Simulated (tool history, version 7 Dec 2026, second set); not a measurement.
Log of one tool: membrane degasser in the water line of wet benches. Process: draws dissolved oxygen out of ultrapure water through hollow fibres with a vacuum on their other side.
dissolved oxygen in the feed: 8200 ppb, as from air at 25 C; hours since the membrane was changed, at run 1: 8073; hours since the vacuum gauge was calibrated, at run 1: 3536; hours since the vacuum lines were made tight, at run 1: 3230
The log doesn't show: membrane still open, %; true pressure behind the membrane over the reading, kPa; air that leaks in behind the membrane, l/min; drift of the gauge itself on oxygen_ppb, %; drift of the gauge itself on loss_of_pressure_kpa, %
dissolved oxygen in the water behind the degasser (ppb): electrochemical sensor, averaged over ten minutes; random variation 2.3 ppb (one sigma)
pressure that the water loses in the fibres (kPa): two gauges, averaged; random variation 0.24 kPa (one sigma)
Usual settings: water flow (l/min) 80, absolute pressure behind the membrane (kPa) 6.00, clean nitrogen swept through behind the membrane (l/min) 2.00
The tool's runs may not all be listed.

| run | hour | water flow (l/min) | absolute pressure behind the membrane (kPa) | clean nitrogen swept through behind the membrane (l/min) | hours since the membrane was changed | hours since the vacuum gauge was calibrated | hours since the vacuum lines were made tight | dissolved oxygen in the water behind the degasser (ppb) | pressure that the water loses in the fibres (kPa) |
|---|---|---|---|---|---|---|---|---|---|
| 1 | 0.0 | 80 | 6.00 | 2.00 | 8073 | 3536 | 3230 | 249.1 | 68.95 |
| 2 | 252.4 | 80 | 6.00 | 2.00 | 8325 | 3788 | 3483 | 255.3 | 68.72 |
| 3 | 479.9 | 80 | 6.00 | 2.00 | 8553 | 4016 | 3710 | 250.1 | 68.58 |
| 4 | 749.5 | 80 | 6.00 | 2.00 | 8822 | 4285 | 3980 | 251.4 | 69.14 |
| 5 | 932.2 | 80 | 6.00 | 2.00 | 9005 | 4468 | 4162 | 255.9 | 69.71 |
| 6 | 1072.5 | 80 | 6.00 | 2.00 | 9145 | 4608 | 4303 | 255.7 | 69.72 |
|  | 1096.0 | vacuum gauge calibrated |
| 7 | 1226.6 | 61 | 4.46 | 1.39 | 9299 | 131 | 4456 | 154.3 | 53.12 |
| 8 | 1494.7 | 107 | 4.46 | 2.85 | 9567 | 399 | 4724 | 162.9 | 93.48 |
| 9 | 1682.1 | 107 | 4.46 | 2.85 | 9754 | 586 | 4912 | 165.0 | 93.65 |
| 10 | 1930.6 | 63 | 6.00 | 4.71 | 10003 | 835 | 5160 | 107.7 | 55.35 |
| 11 | 2135.1 | 58 | 6.00 | 2.00 | 10207 | 1039 | 5365 | 205.6 | 50.74 |
| 12 | 2361.6 | 80 | 4.18 | 4.53 | 10434 | 1266 | 5591 | 74.6 | 70.14 |

5 ways to go on from here, each from the tool as it stands after run 12. What would each give?
|  | 2391.5 | vacuum gauge calibrated, once more |
| A | 2615.8 | 80 | 12.62 | 0.95 | 10688 | 224 | 5845 | ? | ? |
|  | 2391.5 | vacuum gauge calibrated, once more |
| B | 2615.8 | 52 | 4.18 | 4.53 | 10688 | 224 | 5845 | ? | ? |
|  | 2391.5 | vacuum gauge calibrated, once more |
| C | 2615.8 | 80 | 3.89 | 2.67 | 10688 | 224 | 5845 | ? | ? |
|  | 2391.5 | vacuum gauge calibrated, once more |
| D | 2615.8 | 85 | 9.94 | 3.95 | 10688 | 224 | 5845 | ? | ? |
|  | 2391.5 | vacuum gauge calibrated, once more |
| E | 2615.8 | 115 | 6.44 | 4.69 | 10688 | 224 | 5845 | ? | ? |

| run | dissolved oxygen in the water behind the degasser (ppb) | pressure that the water loses in the fibres (kPa) |
|---|---|---|
| A | 1192.9 | 70.71 |
| B | 29.3 | 45.97 |
| C | 56.4 | 70.62 |
| D | 324.8 | 74.63 |
| E | 208.8 | 101.43 |
Without the tool's hidden state the same runs would have given:
| run | dissolved oxygen in the water behind the degasser (ppb) | pressure that the water loses in the fibres (kPa) |
|---|---|---|
| A | 1191.9 | 63.27 |
| B | 27.6 | 41.15 |
| C | 49.7 | 63.20 |
| D | 316.4 | 66.79 |
| E | 191.2 | 90.77 |
